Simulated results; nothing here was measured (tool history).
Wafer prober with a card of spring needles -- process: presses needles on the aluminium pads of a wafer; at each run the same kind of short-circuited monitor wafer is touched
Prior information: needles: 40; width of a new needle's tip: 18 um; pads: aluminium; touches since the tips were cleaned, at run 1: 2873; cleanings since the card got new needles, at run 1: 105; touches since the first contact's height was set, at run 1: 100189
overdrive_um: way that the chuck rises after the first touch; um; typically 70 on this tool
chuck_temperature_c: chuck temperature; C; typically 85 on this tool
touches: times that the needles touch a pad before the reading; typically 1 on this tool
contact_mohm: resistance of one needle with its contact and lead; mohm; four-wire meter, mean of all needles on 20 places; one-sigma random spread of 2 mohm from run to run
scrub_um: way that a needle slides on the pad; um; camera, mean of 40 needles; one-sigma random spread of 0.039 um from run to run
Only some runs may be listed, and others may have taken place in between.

run	day	overdrive_um	chuck_temperature_c	touches	touches since the tips were cleaned	cleanings since the card got new needles	touches since the first contact's height was set	contact_mohm	scrub_um
1	0.000	70	85	1	2873	105	100189	274	16.39
# day 0.321: tips cleaned on abrasive film
2	0.800	70	85	1	4650	106	107894	285	16.28
# day 0.912: tips cleaned on abrasive film
# day 1.454: tips cleaned on abrasive film
# day 1.696: height of the first contact set anew
# day 2.071: tips cleaned on abrasive film
3	2.133	70	85	1	580	109	4185	244	15.99
# day 2.692: tips cleaned on abrasive film
# day 3.217: tips cleaned on abrasive film
4	3.296	70	85	1	761	111	15347	249	16.03
# day 3.733: tips cleaned on abrasive film
# day 4.246: tips cleaned on abrasive film
# day 4.383: height of the first contact set anew, once more
# day 4.775: tips cleaned on abrasive film
5	4.838	70	85	1	576	114	4332	243	16.79
# day 5.283: tips cleaned on abrasive film
6	5.617	70	85	1	3249	115	11854	272	16.79
# day 5.879: tips cleaned on abrasive film
# day 6.446: tips cleaned on abrasive film
7	6.546	70	85	1	958	117	20726	245	16.77
# day 6.996: tips cleaned on abrasive film
# day 7.571: tips cleaned on abrasive film
8	7.758	70	85	1	1789	119	32361	256	16.65
# day 8.075: tips cleaned on abrasive film
9	8.558	70	115	3	4670	120	40053	254	16.56
# day 8.683: tips cleaned on abrasive film
# day 9.267: tips cleaned on abrasive film
# day 9.825: tips cleaned on abrasive film
10	10.162	70	83	1	3253	123	55441	281	16.61
# day 10.442: tips cleaned on abrasive film
# day 11.012: tips cleaned on abrasive film
# day 11.558: tips cleaned on abrasive film
11	11.558	53	33	1	0	126	68824	230	12.38
# day 12.129: tips cleaned on abrasive film
12	12.362	70	43	1	2247	127	76537	266	16.44
# day 12.712: tips cleaned on abrasive film
# day 13.300: tips cleaned on abrasive film
# day 13.850: tips cleaned on abrasive film
13	14.021	70	43	1	1651	130	92462	255	16.43
# day 14.417: tips cleaned on abrasive film
# day 14.946: tips cleaned on abrasive film
14	14.946	70	26	1	0	132	101322	215	16.31
# day 15.517: tips cleaned on abrasive film
# day 16.083: tips cleaned on abrasive film
15	16.325	70	26	1	2360	134	114566	258	16.33

Measured minus without-hidden-state, run by run (identical run-to-run variation in each term; gauge scatter may differ):
Hidden state present: debris on the tips, nm; way that the needles fall short of the set height, um; tips' diameter, um; drift of the gauge itself on contact_mohm, %; drift of the gauge itself on scrub_um, %.
run	contact_mohm	scrub_um
1	+52	-0.47
2	+62	-0.50
3	+19	-0.75
4	+23	-0.80
5	+19	-0.02
6	+51	-0.05
7	+22	-0.10
8	+34	-0.15
9	+25	-0.18
10	+56	-0.25
11	+16	-0.32
12	+51	-0.34
13	+43	-0.42
14	+9	-0.48
15	+47	-0.55
